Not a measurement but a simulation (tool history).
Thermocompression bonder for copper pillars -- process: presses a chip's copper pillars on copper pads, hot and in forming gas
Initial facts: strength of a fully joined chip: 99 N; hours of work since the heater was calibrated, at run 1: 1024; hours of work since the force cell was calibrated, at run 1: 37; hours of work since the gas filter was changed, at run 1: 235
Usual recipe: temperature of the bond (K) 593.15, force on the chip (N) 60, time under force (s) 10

run	hour	temperature of the bond (K)	force on the chip (N)	time under force (s)	hours of work since the heater was calibrated	hours of work since the force cell was calibrated	hours of work since the gas filter was changed	force that shears a chip off (N)
1	0	593.15	60	10	1024	37	235	54.6
2	49.5	593.15	60	10	1047	60	258	55.6
3	105.8	593.15	60	10	1074	87	284	53.3
4	171	593.15	60	10	1104	117	315	53
5	229	593.15	60	10	1131	144	342	53
6	290.2	593.15	85	10	1159	172	370	68.1
7	331.4	593.15	85	10	1178	192	389	68.1
8	358.9	593.15	85	6	1191	204	402	59.3
# hour 368.5: forming gas filter changed
9	401.4	593.15	60	10	1211	224	15	57.1
10	453.5	593.15	60	5	1235	248	40	43.7
11	494.5	593.15	60	5	1254	267	59	43.6
12	526.3	593.15	60	5	1269	282	73	44.2
13	575.8	593.15	60	5	1292	305	96	45.2
14	610.9	593.15	60	5	1308	321	113	44
15	673.3	593.15	60	5	1337	350	142	44.2
16	740	593.15	60	5	1368	381	173	43.2
17	793.1	593.15	60	5	1393	406	198	43.1
18	822.1	593.15	60	5	1407	420	211	42.1
# hour 829.2: force cell calibrated
19	859.7	593.15	60	5	1423	14	228	41.1
20	894.4	593.15	60	5	1440	30	244	40.1
21	947.9	593.15	84	10	1464	55	269	68.4
22	975.5	621.15	66	9	1477	68	282	65.3
23	1032.3	621.15	66	9	1504	94	308	63.7
# hour 1051.3: force cell calibrated, once more
24	1069.7	588.15	50	9	1520	9	325	42.9
25	1121.9	593.15	50	6	1545	33	349	37.9
26	1149.4	594.15	64	9	1557	46	362	54.5
27	1182.6	594.15	64	9	1573	61	377	55.8
28	1219.5	594.15	64	9	1590	78	395	53.4
# hour 1243.8: forming gas filter changed
29	1267.8	593.15	89	12	1612	101	11	79.8
30	1305.3	591.15	63	8	1630	118	29	53.8
31	1356.3	617.15	60	10	1653	142	52	65.9
32	1413.8	617.15	60	6	1680	168	79	55.3
33	1449.5	617.15	60	6	1697	185	96	54.9
34	1478.1	600.15	41	6	1710	198	109	33.7
# hour 1491.9: heater calibrated with a thermocouple chip
35	1544.2	600.15	41	6	24	228	139	35.3
36	1604	593.15	42	6	52	256	167	33.7
37	1670.2	574.15	75	13	83	287	197	64.6
38	1711.3	594.15	61	8	102	306	217	52.8
39	1744	608.15	67	12	117	321	232	69.4

5 ways to go on from here, each from the tool as it stands after run 39. What would each give?
A	1777.1	608.15	45	14	133	337	247	?
B	1777.1	597.15	40	13	133	337	247	?
C	1777.1	612.15	87	7	133	337	247	?
D	1777.1	577.15	56	12	133	337	247	?
E	1777.1	593.15	69	6	133	337	247	?

run	force that shears a chip off (N)
A	53.3
B	43.8
C	73.2
D	50.3
E	53.2
With the hidden condition removed and each run's random variation left untouched, the same runs would have given:
run	force that shears a chip off (N)
A	58.4
B	48.2
C	79.4
D	55.2
E	58.3
